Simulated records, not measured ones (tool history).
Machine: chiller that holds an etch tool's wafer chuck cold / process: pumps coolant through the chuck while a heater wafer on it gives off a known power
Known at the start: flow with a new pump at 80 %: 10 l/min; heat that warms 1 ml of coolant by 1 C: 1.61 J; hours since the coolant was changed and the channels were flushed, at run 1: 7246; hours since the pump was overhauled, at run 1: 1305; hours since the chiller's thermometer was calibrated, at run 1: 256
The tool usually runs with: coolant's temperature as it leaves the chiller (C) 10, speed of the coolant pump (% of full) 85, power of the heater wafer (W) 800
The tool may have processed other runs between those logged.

run     day  coolant's temperature as it leaves the chiller (C)  speed of the coolant pump (% of full)  power of the heater wafer (W)  hours since the coolant was changed and the channels were flushed  hours since the pump was overhauled  hours since the chiller's thermometer was calibrated  chuck's temperature once it has settled (C)  how much warmer the coolant comes back (C)
  1       0                                                  10                                     85                            800                                                               7246                                 1305                                                   256                                         15.9                                        2.74
  2   1.758                                                  10                                     85                            800                                                               7289                                 1347                                                   298                                         15.7                                        2.78
  3   3.829                                                  10                                     85                            713                                                               7338                                 1397                                                   348                                         15.2                                        2.44
  4   6.229                                                  10                                     85                            713                                                               7396                                 1454                                                   406                                         15.2                                        2.42
  5   8.779                                                  10                                     85                            713                                                               7457                                 1516                                                   467                                         15.2                                        2.44
  6  11.012                                                  10                                     85                            713                                                               7511                                 1569                                                   520                                         15.1                                         2.4
  7  13.646                                                  10                                     85                            800                                                               7574                                 1632                                                   584                                         15.8                                        2.69
  8  15.529                                                  10                                     85                            800                                                               7619                                 1678                                                   629                                         15.7                                        2.67
  9  17.875                                                   5                                     78                            800                                                               7675                                 1734                                                   685                                           11                                        2.91
 10  19.967                                                   5                                     78                            800                                                               7726                                 1784                                                   735                                         11.3                                        2.92
 11   21.55                                                   4                                     71                            772                                                               7764                                 1822                                                   773                                         10.3                                        3.13
 12  23.258                                                   4                                     77                            858                                                               7805                                 1863                                                   814                                         10.6                                        3.19

Forecast run 13:
 13  25.238                                                  16                                     90                            800                                                               7852                                 1911                                                   862                                            ?                                           ?

{"run 13": {"chuck's temperature once it has settled (C)": 21.6, "how much warmer the coolant comes back (C)": 2.41}}
Minus the tool's unlogged condition, the same run would have read chuck's temperature once it has settled (C) 21.6, how much warmer the coolant comes back (C) 2.61.

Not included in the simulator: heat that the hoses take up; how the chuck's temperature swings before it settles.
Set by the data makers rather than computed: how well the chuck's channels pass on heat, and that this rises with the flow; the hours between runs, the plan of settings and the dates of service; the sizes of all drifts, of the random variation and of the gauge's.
